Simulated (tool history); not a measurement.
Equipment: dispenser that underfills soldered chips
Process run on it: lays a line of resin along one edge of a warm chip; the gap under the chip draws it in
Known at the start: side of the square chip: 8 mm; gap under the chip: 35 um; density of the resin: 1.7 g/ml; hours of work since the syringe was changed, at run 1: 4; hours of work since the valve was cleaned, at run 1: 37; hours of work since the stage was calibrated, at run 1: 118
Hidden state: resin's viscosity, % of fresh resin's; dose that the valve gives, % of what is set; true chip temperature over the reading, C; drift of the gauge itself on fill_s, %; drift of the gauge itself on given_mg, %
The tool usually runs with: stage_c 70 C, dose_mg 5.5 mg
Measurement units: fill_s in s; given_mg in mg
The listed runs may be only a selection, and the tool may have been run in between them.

| run | hour | stage_c | dose_mg | hours of work since the syringe was changed | hours of work since the valve was cleaned | hours of work since the stage was calibrated | fill_s | given_mg |
|---|---|---|---|---|---|---|---|---|
| 1 | 0 | 70 | 5.5 | 4 | 37 | 118 | 121 | 5.37 |
|  | 3.2 | new syringe of resin |
| 2 | 3.5 | 70 | 5.5 | 0 | 39 | 120 | 95.7 | 5.36 |
| 3 | 8.2 | 70 | 5.5 | 4 | 42 | 123 | 113.4 | 5.35 |
|  | 10.8 | dispensing valve cleaned and set on the balance |
|  | 13.5 | new syringe of resin |
| 4 | 15.4 | 83 | 5.5 | 1 | 3 | 127 | 62.7 | 5.51 |
| 5 | 18.6 | 56 | 5.5 | 4 | 5 | 129 | 205.4 | 5.52 |
| 6 | 22.4 | 70 | 5.43 | 6 | 8 | 132 | 131.3 | 5.44 |
|  | 23.2 | new syringe of resin |
| 7 | 27.3 | 70 | 5.43 | 3 | 11 | 135 | 111.3 | 5.4 |
| 8 | 31.7 | 70 | 6.71 | 6 | 14 | 138 | 129.9 | 6.68 |
|  | 32.8 | new syringe of resin |
| 9 | 34.5 | 67 | 5.04 | 1 | 16 | 140 | 116.8 | 5.01 |
| 10 | 40 | 83 | 5.75 | 5 | 20 | 144 | 74.5 | 5.7 |
|  | 42.3 | new syringe of resin |
| 11 | 44.8 | 83 | 5.75 | 2 | 23 | 147 | 61.8 | 5.66 |
| 12 | 47.6 | 83 | 5.75 | 4 | 25 | 149 | 67.7 | 5.66 |
|  | 51.7 | new syringe of resin |
| 13 | 53.1 | 82 | 5.2 | 1 | 28 | 152 | 64 | 5.14 |

Forecast each of these 4 alternatives for the next run:
| A | 57.2 | 79 | 6.13 | 4 | 31 | 155 | ? | ? |
| B | 57.2 | 70 | 5.48 | 4 | 31 | 155 | ? | ? |
| C | 57.2 | 65 | 6.28 | 4 | 31 | 155 | ? | ? |
| D | 57.2 | 56 | 5.5 | 4 | 31 | 155 | ? | ? |

| run | fill_s | given_mg |
|---|---|---|
| A | 78.7 | 6.03 |
| B | 115.3 | 5.39 |
| C | 137.2 | 6.17 |
| D | 207.6 | 5.4 |
What these runs would have given with no unlogged condition in the tool:
| run | fill_s | given_mg |
|---|---|---|
| A | 63.6 | 6.14 |
| B | 93 | 5.49 |
| C | 110.8 | 6.28 |
| D | 167 | 5.49 |
